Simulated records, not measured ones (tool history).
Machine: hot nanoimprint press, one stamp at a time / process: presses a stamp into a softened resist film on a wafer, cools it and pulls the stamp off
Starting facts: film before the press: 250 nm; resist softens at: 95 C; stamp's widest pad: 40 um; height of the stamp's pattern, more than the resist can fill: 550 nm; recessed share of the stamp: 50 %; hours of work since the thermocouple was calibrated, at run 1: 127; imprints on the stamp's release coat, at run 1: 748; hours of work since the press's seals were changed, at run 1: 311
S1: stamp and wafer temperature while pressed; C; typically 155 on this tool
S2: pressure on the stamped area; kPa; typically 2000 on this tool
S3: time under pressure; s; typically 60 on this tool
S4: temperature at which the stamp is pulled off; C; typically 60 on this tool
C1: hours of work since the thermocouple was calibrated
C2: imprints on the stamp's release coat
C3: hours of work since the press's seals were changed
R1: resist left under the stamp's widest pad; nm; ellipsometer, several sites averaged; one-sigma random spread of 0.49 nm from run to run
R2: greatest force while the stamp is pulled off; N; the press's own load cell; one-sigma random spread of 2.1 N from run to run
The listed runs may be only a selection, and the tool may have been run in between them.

run,hour,S1,S2,S3,S4,C1,C2,C3,R1,R2
1,0,155,2000,60,60,127,748,311,114,158
2,8,155,2000,60,60,133,768,318,113.4,157
3,24,155,2000,68,60,146,809,330,107.6,154
4,33.2,155,2000,68,60,153,832,338,107.9,157
5,44,155,2000,68,60,162,859,346,108.1,154
6,55.8,155,2000,68,60,171,889,355,107.4,158
7,73.5,155,2000,60,63,185,934,369,112.5,148
8,90.8,155,2000,60,63,198,978,383,112.4,147
9,107,155,2000,60,57,211,1019,396,112.2,163
10,124.3,165,1600,31,60,225,1062,410,89.7,157
11,140.3,165,1600,31,60,238,1103,422,89.5,157
12,150.4,165,1600,31,60,246,1128,430,90,156
13,165,165,1600,31,60,257,1165,442,90.2,158
14,177.7,160,2680,68,60,267,1197,452,68.1,154
15,188.9,167,2000,91,55,276,1226,461,44.4,167
16,200.4,145,1520,45,62,285,1255,470,210.2,150
17,209.6,156,1460,115,53,292,1278,477,91.5,173
18,224.3,156,2110,77,53,304,1315,489,92.5,174

4 ways to go on from here, each from the tool as it stands after run 18. What would each give?
A,231.8,161,3140,73,53,310,1334,495,?,?
B,231.8,156,2680,77,53,310,1334,495,?,?
C,231.8,155,2000,38,60,310,1334,495,?,?
D,231.8,160,2880,60,60,310,1334,495,?,?

run,R1,R2
A,57.1,174
B,83.4,174
C,133.9,161
D,70.2,157
Had the tool no hidden state, the same runs would have come out as:
run,R1,R2
A,57.8,174
B,84.4,173
C,135.6,160
D,71.1,157
